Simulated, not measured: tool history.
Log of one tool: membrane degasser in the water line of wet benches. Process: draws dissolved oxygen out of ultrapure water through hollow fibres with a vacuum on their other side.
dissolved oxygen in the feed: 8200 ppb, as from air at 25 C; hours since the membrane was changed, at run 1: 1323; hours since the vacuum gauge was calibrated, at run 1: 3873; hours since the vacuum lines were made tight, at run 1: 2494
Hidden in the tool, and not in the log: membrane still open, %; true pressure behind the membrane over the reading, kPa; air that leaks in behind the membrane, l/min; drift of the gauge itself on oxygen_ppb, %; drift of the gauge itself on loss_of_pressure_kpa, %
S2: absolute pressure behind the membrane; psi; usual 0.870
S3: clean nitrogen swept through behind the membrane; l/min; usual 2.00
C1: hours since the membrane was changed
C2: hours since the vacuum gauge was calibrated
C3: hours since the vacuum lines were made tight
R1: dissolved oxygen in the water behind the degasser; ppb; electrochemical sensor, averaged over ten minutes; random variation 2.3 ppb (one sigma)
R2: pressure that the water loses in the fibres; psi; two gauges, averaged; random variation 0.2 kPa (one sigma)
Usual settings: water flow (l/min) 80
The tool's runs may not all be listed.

{"run": 1, "day": 0.0, "water flow (l/min)": 80, "S2": 0.87, "S3": 2.0, "C1": 1323, "C2": 3873, "C3": 2494, "R1": 254.4, "R2": 6.688}
{"run": 2, "day": 5.571, "water flow (l/min)": 80, "S2": 1.697, "S3": 2.0, "C1": 1457, "C2": 4006, "C3": 2628, "R1": 673.6, "R2": 6.659}
{"run": 3, "day": 12.079, "water flow (l/min)": 54, "S2": 0.87, "S3": 2.0, "C1": 1613, "C2": 4163, "C3": 2784, "R1": 176.3, "R2": 4.532}
{"run": 4, "day": 22.308, "water flow (l/min)": 80, "S2": 0.87, "S3": 2.0, "C1": 1859, "C2": 4408, "C3": 3030, "R1": 253.0, "R2": 6.796}
{"run": 5, "day": 28.312, "water flow (l/min)": 80, "S2": 0.87, "S3": 5.15, "C1": 2003, "C2": 4552, "C3": 3174, "R1": 120.5, "R2": 6.741}
{"run": 6, "day": 38.167, "water flow (l/min)": 80, "S2": 0.87, "S3": 5.15, "C1": 2239, "C2": 4789, "C3": 3410, "R1": 119.9, "R2": 6.781}
{"run": 7, "day": 43.45, "water flow (l/min)": 80, "S2": 0.87, "S3": 0.97, "C1": 2366, "C2": 4916, "C3": 3537, "R1": 413.3, "R2": 6.753}
{"run": 8, "day": 48.317, "water flow (l/min)": 80, "S2": 0.87, "S3": 0.97, "C1": 2483, "C2": 5032, "C3": 3654, "R1": 420.6, "R2": 6.783}
{"run": 9, "day": 57.512, "water flow (l/min)": 80, "S2": 0.87, "S3": 2.0, "C1": 2703, "C2": 5253, "C3": 3875, "R1": 258.5, "R2": 6.752}
{"run": 10, "day": 65.025, "water flow (l/min)": 80, "S2": 0.87, "S3": 2.0, "C1": 2884, "C2": 5433, "C3": 4055, "R1": 256.0, "R2": 6.83}
{"run": 11, "day": 77.017, "water flow (l/min)": 80, "S2": 0.87, "S3": 2.0, "C1": 3172, "C2": 5721, "C3": 4343, "R1": 263.4, "R2": 6.833}
{"run": 12, "day": 83.471, "water flow (l/min)": 80, "S2": 0.87, "S3": 2.0, "C1": 3326, "C2": 5876, "C3": 4498, "R1": 264.5, "R2": 6.878}
{"run": 13, "day": 92.954, "water flow (l/min)": 105, "S2": 0.87, "S3": 2.0, "C1": 3554, "C2": 6104, "C3": 4725, "R1": 355.5, "R2": 9.103}
{"run": 14, "day": 101.983, "water flow (l/min)": 80, "S2": 0.87, "S3": 2.0, "C1": 3771, "C2": 6320, "C3": 4942, "R1": 264.8, "R2": 6.95}
{"day": 102.8, "done": "vacuum gauge calibrated"}
{"run": 15, "day": 108.279, "water flow (l/min)": 62, "S2": 0.87, "S3": 2.0, "C1": 3921, "C2": 131, "C3": 5093, "R1": 223.3, "R2": 5.35}
{"day": 110.029, "done": "seals of the vacuum lines changed"}
{"run": 16, "day": 116.883, "water flow (l/min)": 80, "S2": 0.87, "S3": 2.0, "C1": 4126, "C2": 336, "C3": 165, "R1": 283.5, "R2": 6.927}
{"run": 17, "day": 127.192, "water flow (l/min)": 120, "S2": 1.463, "S3": 1.71, "C1": 4373, "C2": 583, "C3": 412, "R1": 934.7, "R2": 10.377}
{"run": 18, "day": 138.533, "water flow (l/min)": 71, "S2": 0.57, "S3": 4.16, "C1": 4645, "C2": 856, "C3": 684, "R1": 62.1, "R2": 6.18}
{"run": 19, "day": 144.121, "water flow (l/min)": 52, "S2": 1.083, "S3": 2.6, "C1": 4780, "C2": 990, "C3": 818, "R1": 215.2, "R2": 4.577}
{"run": 20, "day": 153.825, "water flow (l/min)": 73, "S2": 1.719, "S3": 1.63, "C1": 5012, "C2": 1223, "C3": 1051, "R1": 769.3, "R2": 6.411}
{"run": 21, "day": 159.371, "water flow (l/min)": 73, "S2": 1.604, "S3": 3.06, "C1": 5146, "C2": 1356, "C3": 1184, "R1": 436.1, "R2": 6.408}
{"run": 22, "day": 168.146, "water flow (l/min)": 93, "S2": 0.867, "S3": 4.04, "C1": 5356, "C2": 1566, "C3": 1395, "R1": 207.0, "R2": 8.273}
{"day": 171.712, "done": "vacuum gauge calibrated, once more"}
{"run": 23, "day": 176.242, "water flow (l/min)": 122, "S2": 0.759, "S3": 2.0, "C1": 5550, "C2": 109, "C3": 1589, "R1": 317.6, "R2": 10.852}
{"run": 24, "day": 185.421, "water flow (l/min)": 49, "S2": 0.877, "S3": 0.85, "C1": 5770, "C2": 329, "C3": 1809, "R1": 299.8, "R2": 4.382}
{"run": 25, "day": 195.604, "water flow (l/min)": 52, "S2": 0.877, "S3": 0.85, "C1": 6015, "C2": 573, "C3": 2053, "R1": 315.5, "R2": 4.64}
{"run": 26, "day": 207.346, "water flow (l/min)": 120, "S2": 0.656, "S3": 5.78, "C1": 6296, "C2": 855, "C3": 2335, "R1": 161.0, "R2": 10.692}
{"run": 27, "day": 217.7, "water flow (l/min)": 53, "S2": 1.095, "S3": 1.58, "C1": 6545, "C2": 1104, "C3": 2584, "R1": 303.5, "R2": 4.76}
{"run": 28, "day": 226.062, "water flow (l/min)": 80, "S2": 1.276, "S3": 1.76, "C1": 6746, "C2": 1304, "C3": 2784, "R1": 494.7, "R2": 7.205}
{"run": 29, "day": 236.962, "water flow (l/min)": 80, "S2": 1.276, "S3": 1.76, "C1": 7007, "C2": 1566, "C3": 3046, "R1": 506.1, "R2": 7.249}
{"run": 30, "day": 246.771, "water flow (l/min)": 80, "S2": 1.276, "S3": 1.76, "C1": 7243, "C2": 1801, "C3": 3281, "R1": 492.2, "R2": 7.259}

The next listed run, before its measurement:
{"run": 31, "day": 258.379, "water flow (l/min)": 59, "S2": 0.751, "S3": 4.6, "C1": 7521, "C2": 2080, "C3": 3560, "R1": "?", "R2": "?"}

R1: 66.9 ppb
R2: 5.348 psi
Without the tool's hidden state the same run would have given R1 59.1 ppb, R2 4.796 psi.
